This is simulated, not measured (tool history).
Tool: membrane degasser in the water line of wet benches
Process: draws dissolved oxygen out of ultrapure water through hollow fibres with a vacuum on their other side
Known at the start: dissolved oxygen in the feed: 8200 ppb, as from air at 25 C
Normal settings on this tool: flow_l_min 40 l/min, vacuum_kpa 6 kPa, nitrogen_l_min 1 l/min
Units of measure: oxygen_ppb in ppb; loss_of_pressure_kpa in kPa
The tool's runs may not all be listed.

run 1 day=0 | flow_l_min=40 vacuum_kpa=6 nitrogen_l_min=1 | oxygen_ppb=260.2 loss_of_pressure_kpa=47.25
run 2 day=6.183 | flow_l_min=40 vacuum_kpa=6 nitrogen_l_min=1 | oxygen_ppb=267.1 loss_of_pressure_kpa=47.3
run 3 day=20.075 | flow_l_min=40 vacuum_kpa=6 nitrogen_l_min=1 | oxygen_ppb=265.3 loss_of_pressure_kpa=47.56
run 4 day=32.696 | flow_l_min=40 vacuum_kpa=6 nitrogen_l_min=1 | oxygen_ppb=267.8 loss_of_pressure_kpa=47.21
-- day=47.342 vacuum gauge calibrated
run 5 day=47.342 | flow_l_min=40 vacuum_kpa=6 nitrogen_l_min=1 | oxygen_ppb=277.4 loss_of_pressure_kpa=47.52
run 6 day=54.567 | flow_l_min=40 vacuum_kpa=6 nitrogen_l_min=1 | oxygen_ppb=280 loss_of_pressure_kpa=47.28
run 7 day=69.333 | flow_l_min=36 vacuum_kpa=6 nitrogen_l_min=1 | oxygen_ppb=253.8 loss_of_pressure_kpa=42.83
run 8 day=75.7 | flow_l_min=36 vacuum_kpa=6.8 nitrogen_l_min=1 | oxygen_ppb=308.6 loss_of_pressure_kpa=43
run 9 day=87.921 | flow_l_min=36 vacuum_kpa=6.8 nitrogen_l_min=1 | oxygen_ppb=306.7 loss_of_pressure_kpa=42.53
run 10 day=96.033 | flow_l_min=36 vacuum_kpa=6.8 nitrogen_l_min=1 | oxygen_ppb=312.4 loss_of_pressure_kpa=43.12
run 11 day=110.179 | flow_l_min=40 vacuum_kpa=11.07 nitrogen_l_min=1 | oxygen_ppb=656.9 loss_of_pressure_kpa=47.79
run 12 day=119.908 | flow_l_min=30 vacuum_kpa=4.23 nitrogen_l_min=1.56 | oxygen_ppb=81.5 loss_of_pressure_kpa=35.76
run 13 day=131.462 | flow_l_min=34 vacuum_kpa=5.29 nitrogen_l_min=2.35 | oxygen_ppb=107.9 loss_of_pressure_kpa=40.66
-- day=132.692 seals of the vacuum lines changed
-- day=138.125 vacuum gauge calibrated, once more
run 14 day=144.754 | flow_l_min=30 vacuum_kpa=6 nitrogen_l_min=0.77 | oxygen_ppb=235.3 loss_of_pressure_kpa=36.1
run 15 day=159.917 | flow_l_min=30 vacuum_kpa=6 nitrogen_l_min=0.77 | oxygen_ppb=239.8 loss_of_pressure_kpa=36.28
run 16 day=172.575 | flow_l_min=29 vacuum_kpa=6.57 nitrogen_l_min=2.91 | oxygen_ppb=96.7 loss_of_pressure_kpa=34.62
run 17 day=182.796 | flow_l_min=37 vacuum_kpa=9.71 nitrogen_l_min=0.63 | oxygen_ppb=691.3 loss_of_pressure_kpa=44.52
run 18 day=191.908 | flow_l_min=43 vacuum_kpa=9.71 nitrogen_l_min=0.63 | oxygen_ppb=765.7 loss_of_pressure_kpa=51.74
run 19 day=206.338 | flow_l_min=43 vacuum_kpa=8 nitrogen_l_min=1.38 | oxygen_ppb=342.5 loss_of_pressure_kpa=52.06
run 20 day=215.775 | flow_l_min=43 vacuum_kpa=8 nitrogen_l_min=1.38 | oxygen_ppb=356.1 loss_of_pressure_kpa=52.36
run 21 day=222.321 | flow_l_min=43 vacuum_kpa=8 nitrogen_l_min=1.38 | oxygen_ppb=346.4 loss_of_pressure_kpa=51.83
run 22 day=229.812 | flow_l_min=43 vacuum_kpa=8 nitrogen_l_min=1.38 | oxygen_ppb=345.4 loss_of_pressure_kpa=52.23

Branching from run 22: 3 alternative next runs. What would each branch give?
run A day=240.75 | flow_l_min=40 vacuum_kpa=5.08 nitrogen_l_min=1 | oxygen_ppb=? loss_of_pressure_kpa=?
run B day=240.75 | flow_l_min=43 vacuum_kpa=4.85 nitrogen_l_min=1.38 | oxygen_ppb=? loss_of_pressure_kpa=?
run C day=240.75 | flow_l_min=27 vacuum_kpa=3.76 nitrogen_l_min=0.73 | oxygen_ppb=? loss_of_pressure_kpa=?

run=A oxygen_ppb=190.6 loss_of_pressure_kpa=48.48
run=B oxygen_ppb=152.9 loss_of_pressure_kpa=52.46
run=C oxygen_ppb=68.1 loss_of_pressure_kpa=32.86
What these runs would have given with no unlogged condition in the tool:
run=A oxygen_ppb=165.9 loss_of_pressure_kpa=44
run=B oxygen_ppb=128.2 loss_of_pressure_kpa=47.63
run=C oxygen_ppb=50.3 loss_of_pressure_kpa=29.84

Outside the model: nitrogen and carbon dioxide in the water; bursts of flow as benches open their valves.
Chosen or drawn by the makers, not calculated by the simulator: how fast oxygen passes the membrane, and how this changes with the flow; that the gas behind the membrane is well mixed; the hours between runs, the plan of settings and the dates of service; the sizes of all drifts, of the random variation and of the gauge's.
